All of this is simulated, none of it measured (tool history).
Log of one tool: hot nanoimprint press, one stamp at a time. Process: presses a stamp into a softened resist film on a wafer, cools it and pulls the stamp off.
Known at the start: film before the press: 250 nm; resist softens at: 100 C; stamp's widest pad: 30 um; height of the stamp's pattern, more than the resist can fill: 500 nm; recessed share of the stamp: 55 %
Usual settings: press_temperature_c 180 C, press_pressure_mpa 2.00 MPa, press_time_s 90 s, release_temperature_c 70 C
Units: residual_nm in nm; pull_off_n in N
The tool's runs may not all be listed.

run	day	press_temperature_c	press_pressure_mpa	press_time_s	release_temperature_c	residual_nm	pull_off_n
1	0.000	180	2.00	90	70	134.1	206
2	1.254	180	2.00	90	70	134.6	206
3	2.229	180	2.00	90	70	134.3	212
4	3.054	180	2.00	90	70	132.2	207
5	4.079	180	2.00	90	70	132.7	209
6	5.104	180	2.00	153	70	109.5	204
7	5.792	180	2.00	153	70	109.7	204
8	6.762	180	2.00	153	70	109.3	210
9	7.775	180	2.00	153	60	108.3	241
10	8.358	180	2.00	153	69	109.9	216
11	8.958	180	2.00	153	69	111.1	213
12	9.912	180	2.00	153	69	110.3	216
13	11.096	180	2.00	90	70	133.2	206
14	11.738	180	2.00	61	70	155.0	211
15	12.671	180	2.00	61	70	152.8	206
16	13.696	180	2.00	90	70	136.2	209
17	14.421	180	3.20	90	70	112.2	209
18	15.167	180	1.36	45	70	184.7	207
# day 15.946: stamp cleaned and given a new release coat
19	16.696	188	1.89	75	75	115.5	191
20	17.896	188	1.89	75	58	113.5	249
21	18.454	190	3.13	61	59	95.7	249
22	19.238	190	3.13	61	59	93.6	246
23	19.954	190	3.13	61	59	95.1	242
24	21.162	173	1.60	61	59	191.8	244
25	22.275	173	1.60	61	59	190.9	244
# day 23.221: plate thermocouple calibrated
26	23.408	173	1.60	61	59	192.9	248
27	24.254	171	2.68	109	57	152.1	259
28	24.867	171	2.68	109	57	154.4	254
29	26.079	171	2.68	109	57	152.6	255

Forecast each of these 5 alternatives for the next run:
A	26.704	180	2.90	82	70	?	?
B	26.704	180	2.00	113	70	?	?
C	26.704	173	2.00	93	70	?	?
D	26.704	180	1.48	95	71	?	?
E	26.704	180	1.28	90	70	?	?

run	residual_nm	pull_off_n
A	120.6	213
B	123.6	207
C	164.9	209
D	147.7	204
E	157.0	208
Without the tool's hidden state the same runs would have given:
run	residual_nm	pull_off_n
A	120.5	213
B	123.5	207
C	164.8	208
D	147.6	203
E	156.9	208
